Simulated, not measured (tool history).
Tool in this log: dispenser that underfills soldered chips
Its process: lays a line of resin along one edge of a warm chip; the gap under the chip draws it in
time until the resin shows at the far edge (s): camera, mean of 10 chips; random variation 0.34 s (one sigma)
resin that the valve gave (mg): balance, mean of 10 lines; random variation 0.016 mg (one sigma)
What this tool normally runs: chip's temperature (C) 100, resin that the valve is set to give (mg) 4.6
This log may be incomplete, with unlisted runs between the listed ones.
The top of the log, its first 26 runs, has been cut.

run   hour  chip's temperature (C)  resin that the valve is set to give (mg)  time until the resin shows at the far edge (s)  resin that the valve gave (mg)
     185.1  -- new syringe of resin
 27  192.8                     109                                      4.34                                            16.4                            4.36
     194.4  -- new syringe of resin
 28  198.8                      86                                      5.47                                            28.3                            5.42
     204.2  -- new syringe of resin
 29  204.2                      90                                       4.6                                            22.1                            4.57
     213.6  -- new syringe of resin
 30  213.6                     102                                      5.36                                            14.2                             5.3
 31  221.9                     115                                      5.54                                            13.2                            5.43
       223  -- new syringe of resin
 32  227.3                     103                                      5.79                                            16.1                            5.71
 33  231.2                      94                                      4.24                                            25.5                            4.14
       233  -- new syringe of resin
 34  240.9                     100                                      4.32                                            21.3                            4.21
     242.7  -- new syringe of resin
 35  247.5                     100                                      4.32                                            19.3                            4.24

What if the next run were any one of these 3? Each begins from the tool's condition after run 35:
     252.5  -- new syringe of resin
  A  253.4                      90                                      4.59                                               ?                               ?
     252.5  -- new syringe of resin
  B  253.4                      92                                      5.71                                               ?                               ?
     252.5  -- new syringe of resin
  C  253.4                      86                                      4.96                                               ?                               ?

run  time until the resin shows at the far edge (s)  resin that the valve gave (mg)
  A                                            23.4                            4.46
  B                                            21.3                            5.54
  C                                            25.6                            4.82
The same runs, with their run-to-run variation unchanged, on a tool lacking any hidden condition would have given:
run  time until the resin shows at the far edge (s)  resin that the valve gave (mg)
  A                                            21.1                            4.59
  B                                            19.3                            5.71
  C                                            23.1                            4.97

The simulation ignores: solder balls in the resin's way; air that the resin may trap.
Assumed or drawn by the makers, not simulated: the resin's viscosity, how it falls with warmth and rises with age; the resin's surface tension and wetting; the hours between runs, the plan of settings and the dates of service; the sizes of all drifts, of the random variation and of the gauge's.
